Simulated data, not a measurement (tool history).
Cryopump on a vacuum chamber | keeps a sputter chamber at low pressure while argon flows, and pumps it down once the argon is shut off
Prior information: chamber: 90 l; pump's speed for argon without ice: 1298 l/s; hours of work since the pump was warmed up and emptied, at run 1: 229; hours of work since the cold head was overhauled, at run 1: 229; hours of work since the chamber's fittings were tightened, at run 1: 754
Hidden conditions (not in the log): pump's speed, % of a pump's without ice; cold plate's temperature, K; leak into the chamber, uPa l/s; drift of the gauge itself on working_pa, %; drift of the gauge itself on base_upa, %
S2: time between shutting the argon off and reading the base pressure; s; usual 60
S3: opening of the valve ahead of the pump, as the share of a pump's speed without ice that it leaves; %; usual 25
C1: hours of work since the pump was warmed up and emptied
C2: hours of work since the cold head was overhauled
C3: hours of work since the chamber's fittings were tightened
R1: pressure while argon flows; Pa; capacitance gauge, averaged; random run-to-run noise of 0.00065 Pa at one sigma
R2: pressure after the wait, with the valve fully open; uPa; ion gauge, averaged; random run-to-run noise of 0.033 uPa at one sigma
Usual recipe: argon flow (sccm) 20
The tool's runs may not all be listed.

{"run": 1, "hour": 0.0, "argon flow (sccm)": 20, "S2": 60, "S3": 25, "C1": 229, "C2": 229, "C3": 754, "R1": 0.1052, "R2": 2.26}
{"run": 2, "hour": 12.9, "argon flow (sccm)": 20, "S2": 113, "S3": 25, "C1": 237, "C2": 237, "C3": 761, "R1": 0.1067, "R2": 1.61}
{"run": 3, "hour": 29.3, "argon flow (sccm)": 20, "S2": 151, "S3": 25, "C1": 247, "C2": 247, "C3": 771, "R1": 0.106, "R2": 1.43}
{"run": 4, "hour": 46.8, "argon flow (sccm)": 20, "S2": 151, "S3": 25, "C1": 258, "C2": 258, "C3": 782, "R1": 0.1064, "R2": 1.41}
{"run": 5, "hour": 60.7, "argon flow (sccm)": 20, "S2": 60, "S3": 25, "C1": 266, "C2": 266, "C3": 790, "R1": 0.1053, "R2": 2.32}
{"run": 6, "hour": 75.4, "argon flow (sccm)": 20, "S2": 35, "S3": 25, "C1": 275, "C2": 275, "C3": 799, "R1": 0.1055, "R2": 3.42}
{"run": 7, "hour": 86.2, "argon flow (sccm)": 20, "S2": 35, "S3": 25, "C1": 281, "C2": 281, "C3": 806, "R1": 0.1063, "R2": 3.35}
{"run": 8, "hour": 101.0, "argon flow (sccm)": 20, "S2": 35, "S3": 25, "C1": 290, "C2": 290, "C3": 815, "R1": 0.106, "R2": 3.39}
{"run": 9, "hour": 118.1, "argon flow (sccm)": 20, "S2": 60, "S3": 25, "C1": 301, "C2": 301, "C3": 825, "R1": 0.106, "R2": 2.36}
{"run": 10, "hour": 129.3, "argon flow (sccm)": 14, "S2": 60, "S3": 25, "C1": 307, "C2": 307, "C3": 832, "R1": 0.0747, "R2": 2.37}
{"run": 11, "hour": 143.2, "argon flow (sccm)": 14, "S2": 60, "S3": 25, "C1": 316, "C2": 316, "C3": 840, "R1": 0.0746, "R2": 2.37}
{"run": 12, "hour": 153.0, "argon flow (sccm)": 9, "S2": 60, "S3": 16, "C1": 322, "C2": 322, "C3": 846, "R1": 0.0745, "R2": 2.43}
{"run": 13, "hour": 167.4, "argon flow (sccm)": 20, "S2": 60, "S3": 19, "C1": 330, "C2": 330, "C3": 855, "R1": 0.1397, "R2": 2.41}
{"run": 14, "hour": 184.5, "argon flow (sccm)": 19, "S2": 60, "S3": 51, "C1": 341, "C2": 341, "C3": 865, "R1": 0.0503, "R2": 2.41}
{"run": 15, "hour": 202.2, "argon flow (sccm)": 30, "S2": 60, "S3": 25, "C1": 351, "C2": 351, "C3": 876, "R1": 0.1593, "R2": 2.42}
{"run": 16, "hour": 220.2, "argon flow (sccm)": 20, "S2": 182, "S3": 39, "C1": 362, "C2": 362, "C3": 886, "R1": 0.0694, "R2": 1.37}
{"run": 17, "hour": 238.9, "argon flow (sccm)": 10, "S2": 25, "S3": 26, "C1": 373, "C2": 373, "C3": 898, "R1": 0.0506, "R2": 4.56}
{"run": 18, "hour": 255.0, "argon flow (sccm)": 10, "S2": 25, "S3": 26, "C1": 383, "C2": 383, "C3": 907, "R1": 0.0523, "R2": 4.38}
{"run": 19, "hour": 268.2, "argon flow (sccm)": 10, "S2": 25, "S3": 26, "C1": 391, "C2": 391, "C3": 915, "R1": 0.0505, "R2": 4.55}
{"run": 20, "hour": 288.3, "argon flow (sccm)": 26, "S2": 230, "S3": 25, "C1": 403, "C2": 403, "C3": 928, "R1": 0.1393, "R2": 1.4}
{"run": 21, "hour": 305.0, "argon flow (sccm)": 38, "S2": 234, "S3": 39, "C1": 413, "C2": 413, "C3": 938, "R1": 0.1329, "R2": 1.34}

Each row is a separate what-if for the run after 21, all from the same tool condition, not one after another. Results?
{"run": "A", "hour": 316.7, "argon flow (sccm)": 10, "S2": 234, "S3": 39, "C1": 420, "C2": 420, "C3": 945, "R1": "?", "R2": "?"}
{"run": "B", "hour": 316.7, "argon flow (sccm)": 13, "S2": 82, "S3": 39, "C1": 420, "C2": 420, "C3": 945, "R1": "?", "R2": "?"}
{"run": "C", "hour": 316.7, "argon flow (sccm)": 18, "S2": 234, "S3": 39, "C1": 420, "C2": 420, "C3": 945, "R1": "?", "R2": "?"}
{"run": "D", "hour": 316.7, "argon flow (sccm)": 38, "S2": 180, "S3": 24, "C1": 420, "C2": 420, "C3": 945, "R1": "?", "R2": "?"}
{"run": "E", "hour": 316.7, "argon flow (sccm)": 20, "S2": 285, "S3": 25, "C1": 420, "C2": 420, "C3": 945, "R1": "?", "R2": "?"}

run=A R1=0.0348 R2=1.41
run=B R1=0.0457 R2=2.08
run=C R1=0.0635 R2=1.39
run=D R1=0.2109 R2=1.50
run=E R1=0.1068 R2=1.32
Without the tool's hidden state the same runs would have given:
run=A R1=0.0334 R2=0.63
run=B R1=0.0438 R2=1.32
run=C R1=0.0610 R2=0.62
run=D R1=0.2055 R2=0.73
run=E R1=0.1040 R2=0.55
